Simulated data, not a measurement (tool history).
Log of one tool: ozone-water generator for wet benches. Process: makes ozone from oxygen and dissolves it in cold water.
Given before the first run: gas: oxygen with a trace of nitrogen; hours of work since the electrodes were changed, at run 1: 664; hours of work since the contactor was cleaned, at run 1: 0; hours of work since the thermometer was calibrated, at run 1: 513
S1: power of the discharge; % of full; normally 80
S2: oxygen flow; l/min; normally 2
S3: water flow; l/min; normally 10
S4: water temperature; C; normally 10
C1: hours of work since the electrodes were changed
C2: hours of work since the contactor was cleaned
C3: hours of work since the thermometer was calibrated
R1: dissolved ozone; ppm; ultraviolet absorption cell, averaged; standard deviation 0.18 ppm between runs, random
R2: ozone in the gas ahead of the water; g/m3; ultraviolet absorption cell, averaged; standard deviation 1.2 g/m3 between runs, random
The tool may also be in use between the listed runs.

run 1 hour=0 | S1=80 S2=2 S3=10 S4=10 | C1=664 C2=0 C3=513 | R1=23.6 R2=220.6
run 2 hour=53 | S1=80 S2=2 S3=10 S4=10 | C1=710 C2=46 C3=558 | R1=23.7 R2=220
run 3 hour=168.1 | S1=80 S2=2 S3=10 S4=9 | C1=809 C2=145 C3=658 | R1=23.9 R2=220.7
run 4 hour=275.2 | S1=80 S2=2 S3=10 S4=9 | C1=902 C2=238 C3=750 | R1=23.5 R2=219.9
run 5 hour=378 | S1=80 S2=2 S3=10 S4=9 | C1=990 C2=327 C3=839 | R1=23.8 R2=220.1
run 6 hour=440.1 | S1=80 S2=2 S3=10 S4=6 | C1=1044 C2=380 C3=893 | R1=23.7 R2=220.3
run 7 hour=491.6 | S1=80 S2=2 S3=16 S4=10 | C1=1089 C2=425 C3=938 | R1=15.5 R2=217
run 8 hour=580 | S1=80 S2=2 S3=10 S4=10 | C1=1165 C2=501 C3=1014 | R1=23.2 R2=217.3
run 9 hour=633.8 | S1=100 S2=2 S3=10 S4=10 | C1=1212 C2=548 C3=1060 | R1=26.1 R2=245.3
run 10 hour=722.6 | S1=80 S2=3.15 S3=10 S4=10 | C1=1288 C2=625 C3=1137 | R1=24.1 R2=175
run 11 hour=777.5 | S1=78 S2=3.15 S3=10 S4=10 | C1=1336 C2=672 C3=1185 | R1=23.9 R2=170.3
run 12 hour=893.9 | S1=54 S2=1.53 S3=8 S4=8 | C1=1437 C2=773 C3=1285 | R1=21.2 R2=197.1
run 13 hour=970.5 | S1=80 S2=2 S3=15 S4=9 | C1=1503 C2=839 C3=1352 | R1=16.2 R2=215.6
run 14 hour=1063.9 | S1=71 S2=1.32 S3=10 S4=14 | C1=1583 C2=920 C3=1432 | R1=18.7 R2=246.3
run 15 hour=1187.2 | S1=83 S2=2.2 S3=10 S4=10 | C1=1690 C2=1026 C3=1539 | R1=23.2 R2=206.6
run 16 hour=1282.1 | S1=83 S2=2.2 S3=10 S4=10 | C1=1772 C2=1108 C3=1621 | R1=23 R2=205.6
run 17 hour=1347.5 | S1=62 S2=1.69 S3=15 S4=11 | C1=1829 C2=1165 C3=1677 | R1=13 R2=200.6
run 18 hour=1468.8 | S1=48 S2=1.04 S3=6 S4=18 | C1=1933 C2=1270 C3=1782 | R1=20.7 R2=221.2
run 19 hour=1550.7 | S1=48 S2=1.29 S3=6 S4=14 | C1=2004 C2=1340 C3=1853 | R1=22.1 R2=197.8

Here are 3 independent what-if runs from the current tool condition. What would each one return?
run A hour=1668.3 | S1=80 S2=1.7 S3=8 S4=10 | C1=2106 C2=1442 C3=1955 | R1=? R2=?
run B hour=1668.3 | S1=43 S2=1.29 S3=7 S4=5 | C1=2106 C2=1442 C3=1955 | R1=? R2=?
run C hour=1668.3 | S1=48 S2=2.61 S3=6 S4=17 | C1=2106 C2=1442 C3=1955 | R1=? R2=?

run=A R1=25.4 R2=223.9
run=B R1=20.3 R2=184.4
run=C R1=21.5 R2=138
Without the tool's unlogged condition, the same runs would have read:
run=A R1=28.1 R2=244
run=B R1=21.9 R2=195.5
run=C R1=23.3 R2=146.9
